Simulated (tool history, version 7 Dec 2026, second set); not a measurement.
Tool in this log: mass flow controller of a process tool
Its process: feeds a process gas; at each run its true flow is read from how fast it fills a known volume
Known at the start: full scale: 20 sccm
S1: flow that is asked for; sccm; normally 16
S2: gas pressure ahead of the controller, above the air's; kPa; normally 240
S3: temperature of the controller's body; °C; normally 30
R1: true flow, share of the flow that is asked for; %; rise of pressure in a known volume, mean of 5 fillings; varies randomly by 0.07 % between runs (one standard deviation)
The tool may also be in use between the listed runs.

Run 1, hour 0.0: usual settings. Result: R1 98.63 %.
Run 2, hour 186.1: usual settings. Result: R1 98.57 %.
Run 3, hour 305.3: usual settings. Result: R1 98.59 %.
Run 4, hour 513.3: usual settings. Result: R1 98.60 %.
Run 5, hour 656.3: usual settings. Result: R1 98.64 %.
Run 6, hour 855.5: usual settings. Result: R1 98.70 %.
Run 7, hour 997.4: usual settings but S1 7 sccm. Result: R1 98.00 %.
Run 8, hour 1154.6: usual settings. Result: R1 98.76 %.
Run 9, hour 1338.9: usual settings. Result: R1 98.81 %.
Run 10, hour 1507.3: usual settings. Result: R1 98.76 %.
Run 11, hour 1640.4: usual settings but S3 25 °C. Result: R1 99.02 %.
Run 12, hour 1828.9: usual settings but S3 25 °C. Result: R1 99.00 %.
Run 13, hour 2040.8: usual settings but S3 25 °C. Result: R1 99.00 %.
Run 14, hour 2177.6: usual settings but S2 231 kPa. Result: R1 98.93 %.
Run 15, hour 2344.5: usual settings but S1 13 sccm. Result: R1 98.56 %.
Run 16, hour 2490.3: usual settings but S1 13 sccm. Result: R1 98.53 %.
Run 17, hour 2587.4: usual settings but S1 13 sccm. Result: R1 98.54 %.
Run 18, hour 2787.0: usual settings but S1 13 sccm. Result: R1 98.70 %.
Run 19, hour 2943.1: usual settings but S1 13 sccm. Result: R1 98.81 %.
Run 20, hour 3108.6: usual settings but S1 13 sccm. Result: R1 98.65 %.
Run 21, hour 3300.9: usual settings but S1 4 sccm. Result: R1 100.73 %.
Run 22, hour 3413.0: usual settings but S1 4 sccm. Result: R1 100.76 %.
Run 23, hour 3582.0: usual settings but S1 4 sccm. Result: R1 100.71 %.
Run 24, hour 3783.4: usual settings but S1 4 sccm, S2 200 kPa. Result: R1 101.19 %.
Run 25, hour 3912.4: usual settings but S1 4 sccm, S2 200 kPa. Result: R1 101.36 %.
Run 26, hour 4060.2: usual settings but S1 4 sccm, S2 204 kPa. Result: R1 101.46 %.
Run 27, hour 4177.7: usual settings but S3 21 °C. Result: R1 99.31 %.

Run 28, settings as shown, results not yet in. Your forecast:
At hour 4289.2: controller's zero set anew.
Run 28, hour 4346.3: usual settings but S2 188 kPa, S3 28 °C. Result: R1 ?.

R1: 100.02 %
Had the tool carried no hidden state, the very same run would have given R1 99.33 %.
